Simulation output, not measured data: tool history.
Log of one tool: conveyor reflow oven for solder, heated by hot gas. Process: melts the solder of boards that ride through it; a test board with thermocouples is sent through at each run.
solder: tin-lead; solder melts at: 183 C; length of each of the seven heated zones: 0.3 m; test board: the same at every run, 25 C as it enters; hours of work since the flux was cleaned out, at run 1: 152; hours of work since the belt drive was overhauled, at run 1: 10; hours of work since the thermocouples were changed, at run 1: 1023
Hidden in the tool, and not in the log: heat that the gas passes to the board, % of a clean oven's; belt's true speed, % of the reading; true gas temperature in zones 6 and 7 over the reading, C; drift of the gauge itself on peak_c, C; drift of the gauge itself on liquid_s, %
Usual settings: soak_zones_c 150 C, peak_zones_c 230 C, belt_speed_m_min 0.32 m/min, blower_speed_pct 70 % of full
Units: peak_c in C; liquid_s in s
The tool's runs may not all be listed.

| run | hour | soak_zones_c | peak_zones_c | belt_speed_m_min | blower_speed_pct | hours of work since the flux was cleaned out | hours of work since the belt drive was overhauled | hours of work since the thermocouples were changed | peak_c | liquid_s |
|---|---|---|---|---|---|---|---|---|---|---|
| 1 | 0 | 150 | 230 | 0.32 | 70 | 152 | 10 | 1023 | 218.43 | 93.1 |
| 2 | 31.9 | 150 | 230 | 0.32 | 70 | 176 | 33 | 1046 | 218.36 | 93.2 |
|  | 56 | flux residue cleaned out of gas plates and filters |
| 3 | 87.1 | 150 | 230 | 0.32 | 70 | 23 | 71 | 1084 | 218.42 | 93.3 |
| 4 | 144.7 | 150 | 230 | 0.32 | 70 | 66 | 113 | 1126 | 218.25 | 93.5 |
| 5 | 197.5 | 150 | 230 | 0.32 | 70 | 105 | 153 | 1166 | 218.34 | 93.3 |
| 6 | 226.6 | 150 | 230 | 0.32 | 70 | 127 | 174 | 1187 | 218.35 | 93.6 |
| 7 | 256.3 | 150 | 230 | 0.32 | 70 | 149 | 196 | 1209 | 218.4 | 93.5 |
| 8 | 306.1 | 165 | 236 | 0.32 | 70 | 185 | 233 | 1246 | 225.87 | 110 |
|  | 318.9 | flux residue cleaned out of gas plates and filters |
|  | 352.8 | thermocouples of zones 6 and 7 changed |
| 9 | 378.5 | 165 | 236 | 0.32 | 70 | 43 | 282 | 19 | 225.87 | 110.3 |
| 10 | 413.1 | 165 | 236 | 0.32 | 70 | 68 | 307 | 45 | 225.92 | 109.9 |
| 11 | 449.7 | 165 | 236 | 0.32 | 70 | 95 | 334 | 72 | 225.99 | 109.8 |
| 12 | 477.4 | 164 | 236 | 0.32 | 53 | 116 | 355 | 92 | 221.55 | 105.2 |
| 13 | 509.5 | 164 | 236 | 0.32 | 53 | 140 | 379 | 116 | 221.6 | 105.2 |
| 14 | 569.8 | 152 | 224 | 0.346 | 85 | 185 | 423 | 161 | 214.31 | 84.3 |

Hidden state at the last listed run before each entry between runs and at the first one after, where it differs:
Between runs 2 and 3: flux residue cleaned out of gas plates and filters (hour 56)
  heat that the gas passes to the board, % of a clean oven's: 99.9 -> 100
Between runs 8 and 9: flux residue cleaned out of gas plates and filters (hour 318.9); thermocouples of zones 6 and 7 changed (hour 352.8)
  heat that the gas passes to the board, % of a clean oven's: 99.9 -> 100; belt's true speed, % of the reading: 99.99 -> 99.98; true gas temperature in zones 6 and 7 over the reading, C: 0.04 -> 0
